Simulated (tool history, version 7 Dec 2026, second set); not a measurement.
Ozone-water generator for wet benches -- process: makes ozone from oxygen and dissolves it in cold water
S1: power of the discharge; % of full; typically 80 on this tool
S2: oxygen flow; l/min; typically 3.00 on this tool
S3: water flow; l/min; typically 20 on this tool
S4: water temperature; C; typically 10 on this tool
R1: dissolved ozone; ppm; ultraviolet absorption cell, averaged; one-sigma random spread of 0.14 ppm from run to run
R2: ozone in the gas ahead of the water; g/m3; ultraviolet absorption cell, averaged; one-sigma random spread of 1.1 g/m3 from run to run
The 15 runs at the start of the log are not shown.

| run | hour | S1 | S2 | S3 | S4 | R1 | R2 |
|---|---|---|---|---|---|---|---|
| 16 | 349.0 | 80 | 2.66 | 20 | 6 | 15.8 | 209.5 |
| 17 | 375.2 | 80 | 2.66 | 20 | 6 | 15.9 | 208.0 |
| 18 | 395.0 | 80 | 2.66 | 20 | 6 | 15.8 | 211.4 |
| 19 | 422.3 | 69 | 1.94 | 16 | 9 | 16.4 | 221.4 |
| 20 | 441.1 | 69 | 1.94 | 16 | 9 | 16.5 | 220.5 |
| 21 | 473.2 | 69 | 2.87 | 16 | 9 | 18.2 | 180.0 |
| 22 | 508.7 | 80 | 4.88 | 20 | 12 | 16.7 | 154.6 |
| 23 | 532.0 | 55 | 1.80 | 21 | 12 | 9.6 | 193.6 |
| 24 | 564.1 | 63 | 3.00 | 20 | 10 | 13.4 | 165.9 |
| 25 | 589.3 | 63 | 3.00 | 20 | 10 | 13.0 | 164.8 |
| 26 | 604.9 | 80 | 3.00 | 22 | 10 | 14.4 | 198.5 |
| 27 | 628.4 | 80 | 3.00 | 22 | 10 | 14.4 | 197.0 |
| 28 | 643.0 | 80 | 3.00 | 22 | 10 | 14.4 | 199.1 |
| 29 | 671.2 | 92 | 3.00 | 22 | 10 | 16.0 | 220.5 |
| 30 | 699.0 | 58 | 4.48 | 19 | 5 | 15.1 | 126.8 |
| 31 | 717.4 | 50 | 2.62 | 19 | 5 | 11.9 | 147.6 |
| 32 | 750.6 | 80 | 3.00 | 20 | 9 | 16.3 | 199.1 |
| 33 | 766.2 | 80 | 3.00 | 26 | 7 | 12.2 | 198.0 |
| 34 | 794.5 | 80 | 3.00 | 31 | 10 | 9.3 | 197.5 |

What if the next run were any one of these 3? Each begins from the tool's condition after run 34:
| A | 825.6 | 80 | 2.95 | 14 | 10 | ? | ? |
| B | 825.6 | 80 | 3.00 | 31 | 9 | ? | ? |
| C | 825.6 | 80 | 3.01 | 27 | 8 | ? | ? |

| run | R1 | R2 |
|---|---|---|
| A | 22.7 | 202.3 |
| B | 9.4 | 196.1 |
| C | 11.6 | 196.8 |
Without the tool's hidden state the same runs would have given:
| run | R1 | R2 |
|---|---|---|
| A | 22.7 | 202.4 |
| B | 9.4 | 196.3 |
| C | 11.6 | 197.0 |
